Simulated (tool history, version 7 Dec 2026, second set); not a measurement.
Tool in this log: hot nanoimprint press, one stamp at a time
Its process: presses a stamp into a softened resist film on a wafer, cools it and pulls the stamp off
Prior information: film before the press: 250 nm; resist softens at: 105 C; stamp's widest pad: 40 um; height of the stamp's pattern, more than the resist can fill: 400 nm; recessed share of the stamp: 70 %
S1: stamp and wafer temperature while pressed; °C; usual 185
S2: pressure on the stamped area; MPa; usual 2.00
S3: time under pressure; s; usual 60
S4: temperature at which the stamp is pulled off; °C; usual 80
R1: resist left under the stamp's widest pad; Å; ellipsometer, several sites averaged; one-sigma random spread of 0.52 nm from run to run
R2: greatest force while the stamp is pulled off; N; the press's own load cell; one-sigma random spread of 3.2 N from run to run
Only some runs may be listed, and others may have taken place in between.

run   hour   S1    S2  S3  S4    R1   R2
  1    0.0  185  2.00  60  80  1155  146
  2   19.1  185  2.00  60  80  1139  145
  3   32.5  185  2.00  60  80  1149  152
  4   56.7  185  2.00  60  80  1147  154
  5   71.2  185  2.00  60  80  1153  153
  6   84.0  185  2.00  60  80  1148  152
  7  103.8  185  2.00  60  80  1141  150
  8  130.0  185  2.00  60  80  1160  148
  9  151.4  185  2.00  60  80  1143  154
 10  167.9  185  2.00  60  80  1146  154
 11  184.4  185  1.33  60  80  1378  153
 12  214.8  185  2.00  60  80  1145  155
     247.0  -- press's hydraulic seals changed and the load cell set to zero
 13  253.0  185  1.64  60  80  1245  148
 14  273.6  185  2.91  60  80   967  157
 15  290.4  185  2.91  60  80   965  152
     305.8  -- stamp cleaned and given a new release coat
 16  314.0  192  2.91  39  80   862  155
 17  332.1  185  1.98  53  75  1214  152
     339.1  -- plate thermocouple calibrated
 18  347.8  185  2.59  96  75   836  155
 19  362.8  190  1.64  60  80  1044  152
 20  393.8  197  2.31  46  67   753  165
 21  420.2  191  1.22  70  80  1085  149
 22  433.3  174  1.24  60  80  1928  154
 23  456.3  174  1.24  55  80  1970  152

What will run 24 give?
 24  478.5  174  1.24  55  80   ?   ?

R1: 1972 Å
R2: 155 N
Minus the tool's unlogged condition, the same run would have read R1 1972 Å, R2 155 N.

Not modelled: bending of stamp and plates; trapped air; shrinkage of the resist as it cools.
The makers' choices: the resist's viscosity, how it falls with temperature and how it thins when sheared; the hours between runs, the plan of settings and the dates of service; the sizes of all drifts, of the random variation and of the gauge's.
